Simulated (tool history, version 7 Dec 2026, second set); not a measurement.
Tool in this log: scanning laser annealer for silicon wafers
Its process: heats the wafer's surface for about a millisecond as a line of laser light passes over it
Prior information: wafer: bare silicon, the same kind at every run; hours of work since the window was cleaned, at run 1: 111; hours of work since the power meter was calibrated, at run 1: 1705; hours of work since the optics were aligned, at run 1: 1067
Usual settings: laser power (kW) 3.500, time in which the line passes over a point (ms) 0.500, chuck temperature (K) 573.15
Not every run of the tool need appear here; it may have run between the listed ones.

run	day	laser power (kW)	time in which the line passes over a point (ms)	chuck temperature (K)	hours of work since the window was cleaned	hours of work since the power meter was calibrated	hours of work since the optics were aligned	highest temperature of the surface (K)
1	0.000	3.500	0.500	573.15	111	1705	1067	1285.15
2	2.812	3.616	0.500	573.15	155	1749	1111	1303.15
3	5.421	3.500	0.500	577.15	196	1790	1152	1290.15
4	7.875	3.500	0.500	573.15	234	1828	1191	1281.15
5	9.292	3.500	0.500	573.15	256	1851	1213	1282.15
6	12.079	3.500	0.500	604.15	300	1894	1257	1312.15
7	14.183	3.395	0.500	573.15	333	1927	1290	1259.15
8	15.804	3.500	0.500	573.15	358	1953	1315	1277.15
9	17.300	3.842	0.500	573.15	382	1976	1338	1341.15
10	20.121	3.842	0.500	573.15	426	2020	1383	1339.15
# day 21.079: window over the wafer cleaned
11	22.712	3.842	0.500	573.15	26	2060	1422	1344.15
12	24.321	3.842	0.500	573.15	51	2085	1447	1345.15
13	26.062	3.842	0.500	573.15	78	2112	1475	1345.15
14	28.108	3.500	0.500	551.15	110	2144	1507	1262.15
15	30.017	3.500	0.500	551.15	140	2174	1537	1258.15
16	31.483	3.500	0.376	551.15	163	2197	1560	1163.15
17	34.446	3.500	0.376	551.15	210	2243	1606	1167.15
18	37.275	3.500	0.376	551.15	254	2288	1650	1164.15
19	39.817	3.500	0.500	565.15	294	2328	1690	1271.15
20	41.604	3.545	0.494	573.15	322	2356	1718	1277.15
# day 42.075: optics aligned, line set to its width
21	43.133	3.245	0.550	554.15	342	2376	17	1255.15
22	45.083	3.245	0.550	554.15	373	2407	47	1249.15
23	46.858	3.812	0.394	597.15	401	2435	75	1278.15
24	49.050	3.299	0.351	573.15	435	2469	109	1136.15
# day 49.308: window over the wafer cleaned
25	50.742	3.688	0.437	579.15	22	2494	135	1288.15
26	52.550	2.996	0.605	552.15	51	2523	163	1240.15
27	54.275	3.516	0.446	582.15	78	2550	190	1269.15
28	57.004	3.111	0.420	609.15	121	2592	233	1203.15
29	58.496	3.540	0.420	609.15	144	2616	256	1274.15
30	61.050	3.540	0.420	609.15	184	2656	296	1273.15
31	63.467	3.540	0.420	609.15	222	2694	334	1273.15
32	66.038	3.226	0.420	609.15	262	2734	374	1222.15
33	68.050	3.064	0.500	573.15	294	2766	406	1204.15
34	70.762	3.785	0.500	553.15	336	2808	448	1318.15
35	73.962	3.809	0.565	559.15	386	2858	498	1378.15
36	76.821	3.809	0.565	559.15	431	2903	543	1378.15

Some steps in highest temperature of the surface (K), run to run, broken into two amounts with sign: the step expected even without the hidden condition (settings, incoming material, random variation), and the rest, left for the hidden condition together with whatever gauge scatter is not in both the measured and the hidden-condition-free result:
The hidden state here: light that passes the window, % of a clean one's; laser's true power over the reading, %; width of the line over the set one, %; drift of the gauge itself on peak_c, C.
Run 10 -> 11: window over the wafer cleaned. highest temperature of the surface (K) +5.00: hidden state +9.00, all else -4.00.
Run 20 -> 21: laser power (kW) 3.545 -> 3.245, time in which the line passes over a point (ms) 0.494 -> 0.550, chuck temperature (K) 573.15 -> 554.15, optics aligned, line set to its width. highest temperature of the surface (K) -22.00: hidden state +10.00, all else -32.00.
Run 23 -> 24: laser power (kW) 3.812 -> 3.299, time in which the line passes over a point (ms) 0.394 -> 0.351, chuck temperature (K) 597.15 -> 573.15. highest temperature of the surface (K) -142.00: hidden state +0.00, all else -142.00.
Run 24 -> 25: laser power (kW) 3.299 -> 3.688, time in which the line passes over a point (ms) 0.351 -> 0.437, chuck temperature (K) 573.15 -> 579.15, window over the wafer cleaned. highest temperature of the surface (K) +152.00: hidden state +10.00, all else +142.00.
Run 33 -> 34: laser power (kW) 3.064 -> 3.785, chuck temperature (K) 573.15 -> 553.15. highest temperature of the surface (K) +114.00: hidden state -2.00, all else +116.00.
